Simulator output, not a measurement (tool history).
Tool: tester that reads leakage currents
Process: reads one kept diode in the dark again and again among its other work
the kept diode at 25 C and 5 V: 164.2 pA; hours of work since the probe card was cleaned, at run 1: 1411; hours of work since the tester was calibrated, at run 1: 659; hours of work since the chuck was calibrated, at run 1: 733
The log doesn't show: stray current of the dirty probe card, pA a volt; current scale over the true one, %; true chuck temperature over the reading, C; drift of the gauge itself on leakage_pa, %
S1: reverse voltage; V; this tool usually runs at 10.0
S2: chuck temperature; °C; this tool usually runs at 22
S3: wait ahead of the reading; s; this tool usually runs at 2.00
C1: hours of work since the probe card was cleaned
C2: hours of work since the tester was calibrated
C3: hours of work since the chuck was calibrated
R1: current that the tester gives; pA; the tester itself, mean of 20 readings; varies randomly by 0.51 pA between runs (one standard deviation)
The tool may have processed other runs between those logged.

run,day,S1,S2,S3,C1,C2,C3,R1
1,0.000,10.0,22,2.00,1411,659,733,170.48
2,2.008,10.0,22,1.01,1436,684,758,171.36
3,3.271,10.0,22,1.01,1451,699,773,171.23
4,4.996,10.0,22,1.01,1472,720,795,170.55
5,5.996,10.0,33,1.01,1485,733,807,394.70
6,7.975,10.0,33,1.01,1509,757,831,390.45
7,9.729,10.0,33,1.01,1531,779,853,392.53
8,10.767,10.0,50,1.01,1544,792,866,1365.91
9,12.275,10.0,50,1.01,1562,810,885,1369.89
10,13.654,10.0,50,1.01,1579,827,902,1357.75
11,15.329,10.0,50,1.01,1600,848,922,1363.79
12,16.879,10.0,50,1.01,1619,867,941,1356.92
13,18.046,10.0,50,1.01,1634,882,956,1348.25
14,19.396,10.0,50,1.01,1650,898,973,1344.49
15,20.917,10.0,50,1.01,1669,917,991,1354.73
# day 21.167: tester calibrated
16,22.054,10.0,22,1.00,1682,11,1004,169.49
17,23.971,10.0,22,1.00,1706,35,1028,169.79
# day 24.212: tester calibrated, once more
18,25.396,10.0,22,1.00,1722,15,1045,168.79
19,27.342,10.0,22,0.55,1746,39,1069,171.05
20,29.354,2.4,37,7.03,1771,64,1094,287.20
21,31.000,1.2,22,1.30,1792,84,1114,66.00
22,32.658,10.0,51,0.40,1812,104,1134,1430.62
23,33.838,10.0,51,0.40,1827,119,1149,1416.29
24,35.242,18.0,21,0.70,1844,136,1166,212.52
25,36.542,6.4,53,0.85,1860,152,1182,1365.29
26,37.596,6.4,53,0.85,1873,165,1195,1361.50
27,39.621,9.3,53,0.81,1898,190,1220,1566.15
28,41.617,4.7,22,2.00,1923,215,1245,115.82
29,43.292,4.7,22,2.00,1943,236,1266,116.04
30,44.821,5.4,26,1.56,1962,255,1285,169.38
31,46.217,12.6,30,9.77,1980,272,1302,327.47
32,47.225,1.2,22,2.00,1992,284,1314,64.98
33,48.238,16.3,22,2.30,2005,297,1327,209.11
34,49.338,10.0,52,0.45,2018,310,1340,1496.59
35,50.983,3.3,53,0.91,2038,331,1361,1034.62
36,52.475,2.2,28,3.76,2057,349,1379,134.62
37,53.338,2.2,28,0.46,2068,360,1390,135.18
# day 53.512: chuck's temperature calibrated
38,54.658,4.2,25,7.54,2083,375,14,164.66

Hidden condition of the tool, last listed run before each entry between runs versus first listed run after:
From run 15 to run 16: tester calibrated (day 21.167)
  stray current of the dirty probe card, pA a volt: 2.048 -> 2.063; current scale over the true one, %: 0.63 -> 0.88; true chuck temperature over the reading, C: -1.63 -> -1.66
  measured minus no-state result, R1: -135.50 -> -0.14 pA
From run 17 to run 18: tester calibrated, once more (day 24.212)
  stray current of the dirty probe card, pA a volt: 2.092 -> 2.112; current scale over the true one, %: 0.9 -> -0.05; true chuck temperature over the reading, C: -1.7 -> -1.72
  measured minus no-state result, R1: -0.33 -> -2.08 pA
From run 37 to run 38: chuck's temperature calibrated (day 53.512)
  stray current of the dirty probe card, pA a volt: 2.536 -> 2.555; current scale over the true one, %: 0.24 -> 0.25; true chuck temperature over the reading, C: -2.28 -> -0.03
  measured minus no-state result, R1: -20.57 -> +10.70 pA

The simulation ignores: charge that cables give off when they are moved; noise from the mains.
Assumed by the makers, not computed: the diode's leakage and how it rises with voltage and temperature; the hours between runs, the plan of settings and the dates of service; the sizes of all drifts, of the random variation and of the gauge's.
